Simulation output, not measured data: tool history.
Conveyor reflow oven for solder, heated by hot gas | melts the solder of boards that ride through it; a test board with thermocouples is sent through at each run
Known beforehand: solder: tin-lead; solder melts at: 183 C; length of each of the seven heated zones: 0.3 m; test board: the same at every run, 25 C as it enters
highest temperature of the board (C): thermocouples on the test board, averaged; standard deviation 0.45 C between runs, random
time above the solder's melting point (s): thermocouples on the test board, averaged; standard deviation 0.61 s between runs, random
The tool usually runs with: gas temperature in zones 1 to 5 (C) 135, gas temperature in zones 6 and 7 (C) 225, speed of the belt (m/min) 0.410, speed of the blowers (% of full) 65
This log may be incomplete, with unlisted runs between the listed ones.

run	hour	gas temperature in zones 1 to 5 (C)	gas temperature in zones 6 and 7 (C)	speed of the belt (m/min)	speed of the blowers (% of full)	highest temperature of the board (C)	time above the solder's melting point (s)
1	0.0	135	225	0.410	65	208.2	58.5
2	37.0	135	230	0.410	65	213.7	63.6
3	71.5	135	225	0.410	65	208.5	57.8
4	90.9	135	239	0.410	65	221.4	69.8
5	115.5	135	239	0.410	65	220.9	69.6
6	144.1	135	239	0.410	65	220.9	68.8
7	164.0	135	225	0.410	65	209.4	58.9
8	188.0	135	225	0.410	65	208.4	57.4
9	210.1	135	225	0.410	65	209.0	57.8
10	252.3	135	225	0.410	59	207.0	55.7
11	278.6	135	225	0.410	65	207.9	57.1
12	314.2	139	225	0.410	65	208.2	59.8
# hour 326.0: belt drive overhauled, speed set with a stopwatch
13	349.2	135	225	0.410	65	208.4	57.9
14	376.6	135	225	0.410	65	207.3	57.6
15	416.2	135	225	0.410	65	207.1	57.3
16	445.9	135	225	0.441	65	204.9	49.3
17	468.7	135	225	0.441	65	205.1	50.3
18	503.0	129	225	0.410	65	206.2	52.8
19	528.7	135	225	0.410	83	208.6	60.6
# hour 551.7: belt drive overhauled, speed set with a stopwatch, once more
20	573.4	146	239	0.465	83	219.0	61.4
21	604.5	146	239	0.357	83	224.8	87.4
22	640.1	135	234	0.348	60	217.0	77.6
23	673.4	135	234	0.348	60	217.6	78.1
# hour 703.7: flux residue cleaned out of gas plates and filters
24	703.9	135	234	0.348	60	219.9	80.7
25	739.1	135	224	0.470	62	201.4	41.1
26	768.8	135	224	0.470	62	200.9	41.5
27	815.5	128	234	0.410	65	214.4	59.5
28	853.8	128	234	0.410	65	214.4	59.4

Had the tool no unlogged condition, and each run kept its random variation, what would the results have been?
Unlogged tool condition in this case: heat that the gas passes to the board, % of a clean oven's; belt's true speed, % of the reading; true gas temperature in zones 6 and 7 over the reading, C; drift of the gauge itself on peak_c, C; drift of the gauge itself on liquid_s, %.
run	highest temperature of the board (C)	time above the solder's melting point (s)
1	209.7	58.5
2	215.4	63.6
3	210.3	58.3
4	223.4	69.7
5	222.9	69.5
6	223.1	68.9
7	211.8	60.1
8	210.9	58.8
9	211.5	59.3
10	209.7	57.5
11	210.9	59.1
12	211.3	61.8
13	211.3	59.2
14	210.3	59.1
15	210.4	59.2
16	208.3	51.7
17	208.7	52.9
18	210.0	55.7
19	212.7	63.0
20	224.6	65.6
21	230.0	91.0
22	222.3	83.1
23	223.1	83.8
24	223.0	83.2
25	204.4	44.7
26	204.0	45.3
27	218.0	62.7
28	218.2	63.0
